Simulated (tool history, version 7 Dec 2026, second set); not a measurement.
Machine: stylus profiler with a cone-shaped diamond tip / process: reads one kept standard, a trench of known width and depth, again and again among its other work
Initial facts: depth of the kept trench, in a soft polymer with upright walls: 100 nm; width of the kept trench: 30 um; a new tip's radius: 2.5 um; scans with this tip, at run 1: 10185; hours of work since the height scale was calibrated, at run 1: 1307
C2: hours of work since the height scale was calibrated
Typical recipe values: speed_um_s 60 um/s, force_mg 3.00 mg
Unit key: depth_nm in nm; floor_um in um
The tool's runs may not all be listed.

{"run": 1, "hour": 0.0, "speed_um_s": 60, "force_mg": 3.0, "scans with this tip": 10185, "C2": 1307, "depth_nm": 101.37, "floor_um": 28.34}
{"run": 2, "hour": 74.7, "speed_um_s": 60, "force_mg": 3.0, "scans with this tip": 10586, "C2": 1358, "depth_nm": 101.38, "floor_um": 28.33}
{"run": 3, "hour": 123.4, "speed_um_s": 159, "force_mg": 3.0, "scans with this tip": 10847, "C2": 1392, "depth_nm": 101.27, "floor_um": 27.94}
{"run": 4, "hour": 224.8, "speed_um_s": 159, "force_mg": 3.0, "scans with this tip": 11392, "C2": 1462, "depth_nm": 101.25, "floor_um": 27.94}
{"run": 5, "hour": 309.6, "speed_um_s": 159, "force_mg": 3.0, "scans with this tip": 11847, "C2": 1520, "depth_nm": 101.37, "floor_um": 28.0}
{"run": 6, "hour": 387.9, "speed_um_s": 159, "force_mg": 3.0, "scans with this tip": 12267, "C2": 1574, "depth_nm": 101.31, "floor_um": 27.98}
{"hour": 397.4, "done": "new tip fitted, height scale calibrated"}
{"run": 7, "hour": 479.4, "speed_um_s": 159, "force_mg": 3.0, "scans with this tip": 440, "C2": 56, "depth_nm": 101.3, "floor_um": 28.06}
{"run": 8, "hour": 542.1, "speed_um_s": 20, "force_mg": 1.31, "scans with this tip": 776, "C2": 100, "depth_nm": 100.73, "floor_um": 28.44}
{"run": 9, "hour": 630.2, "speed_um_s": 156, "force_mg": 5.18, "scans with this tip": 1250, "C2": 160, "depth_nm": 101.95, "floor_um": 28.17}
{"run": 10, "hour": 708.6, "speed_um_s": 156, "force_mg": 5.18, "scans with this tip": 1670, "C2": 214, "depth_nm": 101.89, "floor_um": 28.12}
{"run": 11, "hour": 770.6, "speed_um_s": 60, "force_mg": 5.55, "scans with this tip": 2003, "C2": 257, "depth_nm": 102.04, "floor_um": 28.42}
{"run": 12, "hour": 866.6, "speed_um_s": 36, "force_mg": 3.0, "scans with this tip": 2518, "C2": 323, "depth_nm": 101.33, "floor_um": 28.5}
{"run": 13, "hour": 929.1, "speed_um_s": 16, "force_mg": 2.8, "scans with this tip": 2854, "C2": 366, "depth_nm": 101.3, "floor_um": 28.56}

Each row is a separate what-if for the run after 13, all from the same tool condition, not one after another. Results?
{"run": "A", "hour": 1011.4, "speed_um_s": 28, "force_mg": 4.78, "scans with this tip": 3296, "C2": 423, "depth_nm": "?", "floor_um": "?"}
{"run": "B", "hour": 1011.4, "speed_um_s": 24, "force_mg": 3.0, "scans with this tip": 3296, "C2": 423, "depth_nm": "?", "floor_um": "?"}
{"run": "C", "hour": 1011.4, "speed_um_s": 16, "force_mg": 3.07, "scans with this tip": 3296, "C2": 423, "depth_nm": "?", "floor_um": "?"}
{"run": "D", "hour": 1011.4, "speed_um_s": 21, "force_mg": 2.69, "scans with this tip": 3296, "C2": 423, "depth_nm": "?", "floor_um": "?"}
{"run": "E", "hour": 1011.4, "speed_um_s": 20, "force_mg": 5.25, "scans with this tip": 3296, "C2": 423, "depth_nm": "?", "floor_um": "?"}

run=A depth_nm=101.84 floor_um=28.51
run=B depth_nm=101.30 floor_um=28.49
run=C depth_nm=101.34 floor_um=28.54
run=D depth_nm=101.21 floor_um=28.50
run=E depth_nm=101.91 floor_um=28.58
Stripped of hidden state, with their random variation kept, the same runs would have yielded:
run=A depth_nm=101.85 floor_um=28.52
run=B depth_nm=101.31 floor_um=28.50
run=C depth_nm=101.34 floor_um=28.55
run=D depth_nm=101.21 floor_um=28.51
run=E depth_nm=101.92 floor_um=28.58
